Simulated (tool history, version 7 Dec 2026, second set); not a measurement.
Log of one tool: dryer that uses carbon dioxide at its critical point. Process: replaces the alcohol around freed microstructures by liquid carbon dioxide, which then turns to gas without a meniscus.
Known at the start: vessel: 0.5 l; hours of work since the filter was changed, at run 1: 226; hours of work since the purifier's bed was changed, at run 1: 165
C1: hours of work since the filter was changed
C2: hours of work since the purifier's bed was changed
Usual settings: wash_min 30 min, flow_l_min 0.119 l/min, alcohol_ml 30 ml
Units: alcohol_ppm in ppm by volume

Run 1, hour 0.0: usual settings; C1 226; C2 165. Result: alcohol_ppm 185 ppm by volume.
Run 2, hour 21.0: usual settings; C1 237; C2 175. Result: alcohol_ppm 189 ppm by volume.
Run 3, hour 43.9: usual settings but wash_min 18 min; C1 248; C2 187. Result: alcohol_ppm 1613 ppm by volume.
Run 4, hour 58.6: usual settings but alcohol_ml 24 ml; C1 256; C2 194. Result: alcohol_ppm 165 ppm by volume.
Run 5, hour 70.9: usual settings but alcohol_ml 22 ml; C1 262; C2 201. Result: alcohol_ppm 158 ppm by volume.
Run 6, hour 91.4: usual settings but flow_l_min 0.071 l/min; C1 272; C2 211. Result: alcohol_ppm 1611 ppm by volume.
Run 7, hour 110.5: usual settings but flow_l_min 0.071 l/min; C1 282; C2 220. Result: alcohol_ppm 1580 ppm by volume.
Run 8, hour 131.5: usual settings but flow_l_min 0.071 l/min; C1 292; C2 231. Result: alcohol_ppm 1637 ppm by volume.
Run 9, hour 146.0: usual settings; C1 300; C2 238. Result: alcohol_ppm 213 ppm by volume.
Run 10, hour 158.6: usual settings; C1 306; C2 245. Result: alcohol_ppm 221 ppm by volume.
Run 11, hour 178.0: usual settings; C1 316; C2 254. Result: alcohol_ppm 222 ppm by volume.
Run 12, hour 207.9: usual settings but wash_min 24 min; C1 331; C2 270. Result: alcohol_ppm 587 ppm by volume.
Run 13, hour 222.0: usual settings; C1 338; C2 277. Result: alcohol_ppm 212 ppm by volume.
Run 14, hour 235.5: usual settings; C1 345; C2 283. Result: alcohol_ppm 227 ppm by volume.
Run 15, hour 251.8: usual settings; C1 353; C2 292. Result: alcohol_ppm 231 ppm by volume.
Run 16, hour 265.2: usual settings; C1 360; C2 298. Result: alcohol_ppm 229 ppm by volume.
Run 17, hour 278.0: usual settings; C1 366; C2 305. Result: alcohol_ppm 237 ppm by volume.
Run 18, hour 300.5: usual settings but wash_min 23 min; C1 377; C2 316. Result: alcohol_ppm 740 ppm by volume.
Run 19, hour 326.2: usual settings but wash_min 23 min; C1 390; C2 329. Result: alcohol_ppm 715 ppm by volume.
Run 20, hour 346.9: usual settings but alcohol_ml 42 ml; C1 401; C2 340. Result: alcohol_ppm 307 ppm by volume.
At hour 366.0: inlet filter changed.
Run 21, hour 367.7: usual settings but flow_l_min 0.124 l/min, alcohol_ml 42 ml; C1 1; C2 350. Result: alcohol_ppm 210 ppm by volume.
Run 22, hour 397.4: usual settings but flow_l_min 0.124 l/min, alcohol_ml 42 ml; C1 16; C2 364. Result: alcohol_ppm 217 ppm by volume.
Run 23, hour 417.6: usual settings but flow_l_min 0.124 l/min, alcohol_ml 42 ml; C1 26; C2 375. Result: alcohol_ppm 225 ppm by volume.
Run 24, hour 436.8: usual settings but wash_min 42 min, flow_l_min 0.086 l/min, alcohol_ml 25 ml; C1 36; C2 384. Result: alcohol_ppm 178 ppm by volume.
Run 25, hour 463.8: usual settings but wash_min 27 min, flow_l_min 0.118 l/min, alcohol_ml 31 ml; C1 49; C2 398. Result: alcohol_ppm 342 ppm by volume.
Run 26, hour 488.5: usual settings but wash_min 23 min, flow_l_min 0.128 l/min, alcohol_ml 47 ml; C1 62; C2 410. Result: alcohol_ppm 689 ppm by volume.
Run 27, hour 500.9: usual settings but wash_min 37 min, flow_l_min 0.173 l/min, alcohol_ml 47 ml; C1 68; C2 417. Result: alcohol_ppm 101 ppm by volume.
Run 28, hour 527.0: usual settings but wash_min 24 min, flow_l_min 0.090 l/min, alcohol_ml 85 ml; C1 81; C2 430. Result: alcohol_ppm 3962 ppm by volume.
Run 29, hour 548.5: usual settings but wash_min 24 min, flow_l_min 0.090 l/min, alcohol_ml 85 ml; C1 92; C2 441. Result: alcohol_ppm 4121 ppm by volume.
Run 30, hour 574.1: usual settings but wash_min 24 min, flow_l_min 0.090 l/min, alcohol_ml 85 ml; C1 105; C2 453. Result: alcohol_ppm 4051 ppm by volume.
Run 31, hour 593.4: usual settings but wash_min 47 min, flow_l_min 0.168 l/min, alcohol_ml 67 ml; C1 115; C2 463. Result: alcohol_ppm 112 ppm by volume.
Run 32, hour 611.3: usual settings but wash_min 47 min, flow_l_min 0.168 l/min, alcohol_ml 67 ml; C1 124; C2 472. Result: alcohol_ppm 115 ppm by volume.
Run 33, hour 631.6: usual settings but flow_l_min 0.097 l/min; C1 134; C2 482. Result: alcohol_ppm 498 ppm by volume.
Run 34, hour 653.9: usual settings but wash_min 36 min, flow_l_min 0.186 l/min; C1 145; C2 494. Result: alcohol_ppm 123 ppm by volume.
Run 35, hour 670.8: usual settings but wash_min 36 min, flow_l_min 0.186 l/min; C1 153; C2 502. Result: alcohol_ppm 115 ppm by volume.
Run 36, hour 693.7: usual settings but wash_min 27 min, flow_l_min 0.084 l/min, alcohol_ml 34 ml; C1 165; C2 514. Result: alcohol_ppm 1454 ppm by volume.
Run 37, hour 719.0: usual settings but wash_min 27 min, flow_l_min 0.084 l/min, alcohol_ml 34 ml; C1 178; C2 526. Result: alcohol_ppm 1489 ppm by volume.
Run 38, hour 748.1: usual settings but wash_min 21 min, flow_l_min 0.172 l/min, alcohol_ml 34 ml; C1 192; C2 541. Result: alcohol_ppm 298 ppm by volume.
Run 39, hour 761.1: usual settings but wash_min 38 min, flow_l_min 0.093 l/min, alcohol_ml 26 ml; C1 199; C2 548. Result: alcohol_ppm 249 ppm by volume.
Run 40, hour 789.3: usual settings but wash_min 22 min, flow_l_min 0.180 l/min, alcohol_ml 26 ml; C1 213; C2 562. Result: alcohol_ppm 204 ppm by volume.
Run 41, hour 814.1: usual settings but wash_min 22 min, flow_l_min 0.180 l/min, alcohol_ml 26 ml; C1 226; C2 574. Result: alcohol_ppm 204 ppm by volume.
Run 42, hour 826.6: usual settings but wash_min 31 min, flow_l_min 0.125 l/min, alcohol_ml 42 ml; C1 232; C2 581. Result: alcohol_ppm 262 ppm by volume.
Run 43, hour 852.1: usual settings but wash_min 31 min, flow_l_min 0.125 l/min, alcohol_ml 42 ml; C1 245; C2 594. Result: alcohol_ppm 270 ppm by volume.
Run 44, hour 867.8: usual settings but flow_l_min 0.094 l/min; C1 253; C2 601. Result: alcohol_ppm 675 ppm by volume.
Run 45, hour 891.0: usual settings but wash_min 46 min, flow_l_min 0.092 l/min, alcohol_ml 69 ml; C1 264; C2 613. Result: alcohol_ppm 245 ppm by volume.
Run 46, hour 910.0: usual settings but wash_min 37 min, flow_l_min 0.165 l/min, alcohol_ml 63 ml; C1 274; C2 623. Result: alcohol_ppm 155 ppm by volume.

Forecast each of these 5 alternatives for the next run:
Run A, hour 939.5: usual settings but flow_l_min 0.092 l/min; C1 289; C2 638. Result: alcohol_ppm ?.
Run B, hour 939.5: usual settings but wash_min 37 min, flow_l_min 0.187 l/min, alcohol_ml 70 ml; C1 289; C2 638. Result: alcohol_ppm ?.
Run C, hour 939.5: usual settings but wash_min 23 min, flow_l_min 0.128 l/min, alcohol_ml 47 ml; C1 289; C2 638. Result: alcohol_ppm ?.
Run D, hour 939.5: usual settings but wash_min 26 min, flow_l_min 0.111 l/min; C1 289; C2 638. Result: alcohol_ppm ?.
Run E, hour 939.5: usual settings but wash_min 44 min, flow_l_min 0.147 l/min, alcohol_ml 57 ml; C1 289; C2 638. Result: alcohol_ppm ?.

run  alcohol_ppm
  A          732
  B          149
  C          878
  D          619
  E          154
Without the tool's hidden state the same runs would have given:
run  alcohol_ppm
  A          450
  B            5
  C          553
  D          361
  E            8
